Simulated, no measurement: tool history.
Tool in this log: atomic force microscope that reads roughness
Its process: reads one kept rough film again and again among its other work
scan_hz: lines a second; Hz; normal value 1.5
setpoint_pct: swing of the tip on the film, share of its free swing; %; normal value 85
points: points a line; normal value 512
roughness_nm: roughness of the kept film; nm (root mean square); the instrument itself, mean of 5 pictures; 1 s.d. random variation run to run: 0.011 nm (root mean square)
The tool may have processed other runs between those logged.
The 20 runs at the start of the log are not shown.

run,hour,scan_hz,setpoint_pct,points,roughness_nm
21,477.7,0.72,63,997,2.646
22,513.8,0.72,63,997,2.637
23,543.2,1.5,65,512,2.588
# hour 549.5: new tip fitted
24,562,1.5,65,512,2.606
25,599,2.92,62,981,2.553
26,616.3,2.26,62,981,2.586
27,643.3,0.66,57,769,2.668
28,667.6,0.66,57,769,2.658
29,700,0.54,87,522,2.576
# hour 702.6: new tip fitted
30,720.5,0.54,87,522,2.573
31,735.6,3.56,70,734,2.464
32,772.9,3.56,70,734,2.441
33,800.9,1.31,85,620,2.495
34,825.9,3.19,85,423,2.264
# hour 857: new tip fitted
35,861.3,3.19,85,423,2.266
36,898.1,1.36,85,326,2.439
# hour 905.1: height scale calibrated on a step standard
37,918.7,0.61,89,326,2.524

Alternative continuations, all from the tool just after run 37; predict every row:
A,936.8,1.13,61,573,?
B,936.8,2.64,64,768,?
C,936.8,1.5,60,451,?

run,roughness_nm
A,2.586
B,2.549
C,2.606
The same runs, with their run-to-run variation unchanged, on a tool lacking any hidden condition would have given:
run,roughness_nm
A,2.593
B,2.555
C,2.613

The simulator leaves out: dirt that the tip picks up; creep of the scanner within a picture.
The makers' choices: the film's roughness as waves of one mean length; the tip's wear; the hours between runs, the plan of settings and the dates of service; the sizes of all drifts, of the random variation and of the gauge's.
